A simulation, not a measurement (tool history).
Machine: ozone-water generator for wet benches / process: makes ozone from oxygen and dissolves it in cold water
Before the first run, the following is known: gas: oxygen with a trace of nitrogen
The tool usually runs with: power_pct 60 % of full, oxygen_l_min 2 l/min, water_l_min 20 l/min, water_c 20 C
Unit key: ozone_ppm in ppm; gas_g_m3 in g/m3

run	hour	power_pct	oxygen_l_min	water_l_min	water_c	ozone_ppm	gas_g_m3
1	0	60	2	20	20	8.7	197.3
2	216.2	60	2	20	20	8.8	195.5
3	435.5	60	2	20	20	8.7	195.8
4	634.5	60	2	20	20	8.8	194.2
5	739.1	60	2	20	20	8.5	194.6
6	840.3	60	2	20	20	8.5	192.8
7	1056.9	60	2	20	20	8.5	190.4
8	1259	60	2	20	20	8.6	192.7
9	1475.4	60	2	20	20	8.5	190.8
10	1644.7	60	2	27	20	5.9	189.4
11	1859.5	60	2	20	20	8.4	189
12	1981	60	2	20	20	8.3	189.9
13	2152.7	60	2	20	20	8.2	188.4
14	2316.6	60	2	20	20	8.1	187.5
15	2440.9	60	2	20	20	8.1	188.5
# hour 2653.1: water thermometer calibrated
16	2660.9	60	2	20	20	8.2	188.9
17	2841.8	60	2	20	20	8.1	185.8
# hour 2939.5: contactor cleaned
18	2981.9	43	2	20	18	7.4	155.8
19	3122.1	50	1.29	30	20	3.9	210.2
20	3222	48	2	20	25	7.1	165.5
21	3402.4	48	2	20	25	7.1	163.6
22	3510.7	45	2	20	15	7.5	161.3
23	3658	41	2	19	20	7.4	151.5
24	3878.7	59	3.4	15	13	13.1	136.7
25	4051.8	59	3.4	15	13	13.1	137.9
26	4245.7	70	1.3	17	25	9.1	241.4
27	4431.6	60	3.46	13	21	13.2	135.6
28	4595.2	82	1.98	20	22	9.1	210.1
29	4748.2	82	1.98	20	20	9.1	206
30	4860.6	82	1.98	20	20	9.1	207
31	4985.4	60	2.92	20	14	9.1	145.6

Alternative continuations, all from the tool just after run 31; predict every row:
A	5132.6	60	2	24	27	?	?
B	5132.6	60	2	17	20	?	?
C	5132.6	60	2.92	14	14	?	?

run	ozone_ppm	gas_g_m3
A	6.2	177.6
B	9.4	175.8
C	13.1	146.1
With the hidden condition removed and each run's random variation left untouched, the same runs would have given:
run	ozone_ppm	gas_g_m3
A	7.2	203.1
B	11	201
C	15.3	167.1
